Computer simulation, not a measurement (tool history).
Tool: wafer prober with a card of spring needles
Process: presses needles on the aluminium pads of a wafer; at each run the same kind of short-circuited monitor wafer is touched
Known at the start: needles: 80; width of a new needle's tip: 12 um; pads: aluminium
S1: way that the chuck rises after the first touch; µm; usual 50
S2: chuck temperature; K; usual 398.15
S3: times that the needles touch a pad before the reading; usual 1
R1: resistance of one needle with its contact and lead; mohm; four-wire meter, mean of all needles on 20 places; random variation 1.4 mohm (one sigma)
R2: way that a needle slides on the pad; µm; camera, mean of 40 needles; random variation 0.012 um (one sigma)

run 1 hour=0.0 | S1=50 S2=398.15 S3=1 | R1=117 R2=7.71
-- hour=12.7 tips cleaned on abrasive film
-- hour=32.0 tips cleaned on abrasive film
run 2 hour=40.6 | S1=50 S2=398.15 S3=1 | R1=114 R2=7.74
-- hour=48.1 tips cleaned on abrasive film
-- hour=67.0 tips cleaned on abrasive film
-- hour=85.9 tips cleaned on abrasive film
run 3 hour=99.6 | S1=50 S2=398.15 S3=1 | R1=119 R2=7.71
-- hour=102.8 tips cleaned on abrasive film
-- hour=118.3 tips cleaned on abrasive film
-- hour=137.5 tips cleaned on abrasive film
-- hour=156.3 tips cleaned on abrasive film
run 4 hour=163.4 | S1=65 S2=398.15 S3=1 | R1=116 R2=10.06
-- hour=174.1 tips cleaned on abrasive film
-- hour=191.8 tips cleaned on abrasive film
run 5 hour=198.0 | S1=65 S2=398.15 S3=1 | R1=113 R2=10.04
-- hour=207.6 tips cleaned on abrasive film
-- hour=225.3 tips cleaned on abrasive film
-- hour=244.6 tips cleaned on abrasive film
-- hour=261.3 tips cleaned on abrasive film
run 6 hour=261.3 | S1=50 S2=398.15 S3=1 | R1=117 R2=7.74
-- hour=280.0 tips cleaned on abrasive film
run 7 hour=291.3 | S1=51 S2=398.15 S3=1 | R1=115 R2=7.85
-- hour=299.0 tips cleaned on abrasive film
-- hour=310.5 height of the first contact set anew
-- hour=317.9 tips cleaned on abrasive film
-- hour=334.3 tips cleaned on abrasive film
run 8 hour=334.3 | S1=51 S2=398.15 S3=1 | R1=118 R2=7.85
-- hour=352.5 tips cleaned on abrasive film
-- hour=370.0 tips cleaned on abrasive film
-- hour=389.1 tips cleaned on abrasive film
run 9 hour=400.6 | S1=50 S2=316.15 S3=3 | R1=104 R2=7.73
-- hour=404.8 tips cleaned on abrasive film
-- hour=423.2 tips cleaned on abrasive film
run 10 hour=429.8 | S1=50 S2=316.15 S3=3 | R1=105 R2=7.72
-- hour=441.0 tips cleaned on abrasive film
-- hour=459.4 tips cleaned on abrasive film
run 11 hour=464.0 | S1=50 S2=313.15 S3=2 | R1=105 R2=7.71
-- hour=475.2 tips cleaned on abrasive film
-- hour=493.4 tips cleaned on abrasive film
-- hour=511.9 tips cleaned on abrasive film
-- hour=531.1 tips cleaned on abrasive film
run 12 hour=531.1 | S1=50 S2=309.15 S3=3 | R1=106 R2=7.70
-- hour=550.3 tips cleaned on abrasive film
-- hour=569.6 tips cleaned on abrasive film
-- hour=587.9 tips cleaned on abrasive film
run 13 hour=593.9 | S1=50 S2=309.15 S3=2 | R1=106 R2=7.71
-- hour=605.0 tips cleaned on abrasive film
-- hour=623.4 tips cleaned on abrasive film
-- hour=641.1 tips cleaned on abrasive film
run 14 hour=646.3 | S1=50 S2=309.15 S3=2 | R1=104 R2=7.69
-- hour=657.9 tips cleaned on abrasive film
-- hour=677.1 tips cleaned on abrasive film
-- hour=681.3 height of the first contact set anew
run 15 hour=689.9 | S1=50 S2=303.15 S3=3 | R1=103 R2=7.68
-- hour=693.5 tips cleaned on abrasive film
-- hour=711.5 tips cleaned on abrasive film
-- hour=730.8 tips cleaned on abrasive film
-- hour=749.3 tips cleaned on abrasive film
run 16 hour=755.8 | S1=45 S2=301.15 S3=2 | R1=104 R2=6.92

Forecast each of these 3 alternatives for the next run:
-- hour=767.4 tips cleaned on abrasive film
-- hour=786.0 tips cleaned on abrasive film
run A hour=787.4 | S1=50 S2=303.15 S3=1 | R1=? R2=?
-- hour=767.4 tips cleaned on abrasive film
-- hour=786.0 tips cleaned on abrasive film
run B hour=787.4 | S1=42 S2=310.15 S3=2 | R1=? R2=?
-- hour=767.4 tips cleaned on abrasive film
-- hour=786.0 tips cleaned on abrasive film
run C hour=787.4 | S1=39 S2=322.15 S3=2 | R1=? R2=?

run=A R1=106 R2=7.66
run=B R1=104 R2=6.46
run=C R1=109 R2=6.00
Without the tool's hidden state the same runs would have given:
run=A R1=106 R2=7.71
run=B R1=104 R2=6.50
run=C R1=109 R2=6.03

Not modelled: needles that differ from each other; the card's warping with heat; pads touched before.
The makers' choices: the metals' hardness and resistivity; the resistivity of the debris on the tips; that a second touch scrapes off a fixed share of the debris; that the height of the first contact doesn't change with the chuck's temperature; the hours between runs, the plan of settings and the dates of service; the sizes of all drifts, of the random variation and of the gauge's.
